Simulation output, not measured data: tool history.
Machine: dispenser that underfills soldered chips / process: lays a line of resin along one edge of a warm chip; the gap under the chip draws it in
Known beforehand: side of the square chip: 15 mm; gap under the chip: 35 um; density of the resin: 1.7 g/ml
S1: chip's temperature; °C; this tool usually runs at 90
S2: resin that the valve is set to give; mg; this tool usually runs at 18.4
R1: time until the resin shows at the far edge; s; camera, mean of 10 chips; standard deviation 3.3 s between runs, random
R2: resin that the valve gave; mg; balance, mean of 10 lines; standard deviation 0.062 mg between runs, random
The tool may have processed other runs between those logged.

run,day,S1,S2,R1,R2
1,0,90,18.4,355.3,18.02
2,0.292,90,18.4,456.3,18.19
# day 0.458: new syringe of resin
3,0.629,90,18.4,404.6,18.02
# day 0.958: new syringe of resin
4,0.958,90,18.4,337.7,17.97
# day 1.467: new syringe of resin
5,1.479,90,18.4,351.9,17.84
6,1.771,90,18.4,444,17.66
# day 1.975: new syringe of resin
7,2.042,76,18.4,644.3,17.56
# day 2.475: new syringe of resin
8,2.504,76,18.4,632.2,17.59
# day 2.975: new syringe of resin
9,3.079,90,18.4,375,17.54
# day 3.479: new syringe of resin
# day 3.588: dispensing valve cleaned and set on the balance
10,3.679,90,18.4,392.8,18.52
# day 4.042: new syringe of resin
11,4.192,90,18.4,396.8,18.31
# day 4.575: new syringe of resin
12,4.592,90,18.4,341.5,18.27
13,4.925,78,18.4,761.7,18.16
# day 5.088: new syringe of resin
14,5.467,78,18.4,794.9,18.01
# day 5.575: new syringe of resin
15,5.842,90,18.4,431.9,17.91
# day 6.071: new syringe of resin
16,6.112,90,18.4,373.7,17.76
17,6.396,90,18.4,476.1,17.83
# day 6.567: new syringe of resin
18,6.95,90,16.1,524.4,15.61
# day 7.062: new syringe of resin
19,7.508,90,16.1,539,15.49
# day 7.558: new syringe of resin
20,7.929,90,16.1,504,15.3
# day 8.067: new syringe of resin
21,8.258,79,20.8,621.5,19.7
# day 8.421: dispensing valve cleaned and set on the balance
# day 8.612: new syringe of resin
22,8.775,94,22.1,334,22.01
# day 9.121: new syringe of resin
23,9.121,76,19.9,613.7,19.84
24,9.438,76,19.8,807.9,19.61
# day 9.625: new syringe of resin
25,9.812,90,20.2,391.4,19.85
# day 10.125: new syringe of resin
26,10.258,90,20.2,385.4,19.76
27,10.5,90,20.2,479.5,19.74
# day 10.617: new syringe of resin
28,11.033,90,20.2,495.2,19.63
# day 11.129: new syringe of resin
29,11.504,81,22.1,684.6,21.4
# day 11.671: new syringe of resin
30,11.892,87,20.4,479.4,19.61
# day 12.175: new syringe of resin
31,12.242,87,20.4,414.3,19.53
# day 12.642: stage's temperature calibrated
# day 12.717: new syringe of resin
32,12.746,90,19.1,330.9,18.12
33,13.1,90,19.1,459,18.13
# day 13.217: new syringe of resin
# day 13.312: dispensing valve cleaned and set on the balance
34,13.654,85,18.3,571.7,18.19
# day 13.754: new syringe of resin
35,14.217,99,23.2,331.7,23.06

Same runs, no hidden state in the tool, same run-to-run variation:
The tool's hidden condition here consists of: resin's viscosity, % of fresh resin's; dose that the valve gives, % of what is set; true chip temperature over the reading, C; drift of the gauge itself on fill_s, %; drift of the gauge itself on given_mg, %.
run,R1,R2
1,326.1,18.27
2,321.8,18.52
3,325.9,18.42
4,324.3,18.43
5,330.7,18.42
6,320.5,18.29
7,571.9,18.26
8,584.2,18.39
9,322.3,18.46
10,328.4,18.48
11,334,18.38
12,322.6,18.44
13,529.7,18.4
14,528.4,18.38
15,323.8,18.36
16,331.3,18.26
17,326.4,18.39
18,342.6,16.2
19,338.2,16.19
20,339,16.07
21,491.5,20.78
22,272.6,22.09
23,575.8,19.98
24,569.9,19.83
25,316.6,20.17
26,319.6,20.19
27,319.5,20.23
28,319.6,20.23
29,456.1,22.19
30,362.9,20.42
31,362.4,20.44
32,323.9,19.07
33,326.1,19.18
34,398.7,18.24
35,223.1,23.28

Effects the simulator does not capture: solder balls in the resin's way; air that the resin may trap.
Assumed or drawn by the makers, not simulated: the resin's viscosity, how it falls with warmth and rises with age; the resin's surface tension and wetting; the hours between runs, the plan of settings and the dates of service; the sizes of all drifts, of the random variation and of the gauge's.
